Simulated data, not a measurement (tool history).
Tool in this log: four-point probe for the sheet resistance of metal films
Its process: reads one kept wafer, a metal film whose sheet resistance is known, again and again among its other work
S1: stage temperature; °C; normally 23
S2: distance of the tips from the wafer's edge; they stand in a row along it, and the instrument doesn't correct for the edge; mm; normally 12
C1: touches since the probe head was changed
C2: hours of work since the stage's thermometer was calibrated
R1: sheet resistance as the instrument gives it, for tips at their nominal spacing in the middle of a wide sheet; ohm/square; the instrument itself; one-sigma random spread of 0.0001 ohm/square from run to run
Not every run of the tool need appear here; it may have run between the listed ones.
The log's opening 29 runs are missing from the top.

run 30 hour=282.6 | S1=19 S2=20 | C1=105722 C2=7 | R1=0.518691
run 31 hour=293.1 | S1=33 S2=12 | C1=106249 C2=13 | R1=0.523449
run 32 hour=304.8 | S1=33 S2=12 | C1=106837 C2=19 | R1=0.523449
run 33 hour=316.1 | S1=20 S2=5 | C1=107407 C2=26 | R1=0.523168
run 34 hour=329.6 | S1=20 S2=5 | C1=108084 C2=34 | R1=0.523268
run 35 hour=344.1 | S1=20 S2=5 | C1=108818 C2=42 | R1=0.523379
run 36 hour=350.7 | S1=23 S2=7 | C1=109149 C2=46 | R1=0.522110
run 37 hour=365.3 | S1=32 S2=6 | C1=109886 C2=54 | R1=0.525507
run 38 hour=378.0 | S1=19 S2=12 | C1=110521 C2=62 | R1=0.519319
run 39 hour=387.1 | S1=23 S2=4 | C1=110981 C2=67 | R1=0.526869
run 40 hour=396.4 | S1=31 S2=25 | C1=111448 C2=72 | R1=0.522462
run 41 hour=408.1 | S1=34 S2=18 | C1=112039 C2=79 | R1=0.523601
run 42 hour=420.8 | S1=27 S2=27 | C1=112679 C2=86 | R1=0.521380
run 43 hour=435.4 | S1=27 S2=27 | C1=113414 C2=95 | R1=0.521294
run 44 hour=442.0 | S1=21 S2=29 | C1=113745 C2=98 | R1=0.519364

3 ways to go on from here, each from the tool as it stands after run 44. What would each give?
run A hour=451.4 | S1=25 S2=4 | C1=114218 C2=104 | R1=?
run B hour=451.4 | S1=19 S2=20 | C1=114218 C2=104 | R1=?
run C hour=451.4 | S1=23 S2=29 | C1=114218 C2=104 | R1=?

run=A R1=0.527494
run=B R1=0.519003
run=C R1=0.520191
With the hidden condition removed and each run's random variation left untouched, the same runs would have given:
run=A R1=0.520503
run=B R1=0.512119
run=C R1=0.513290
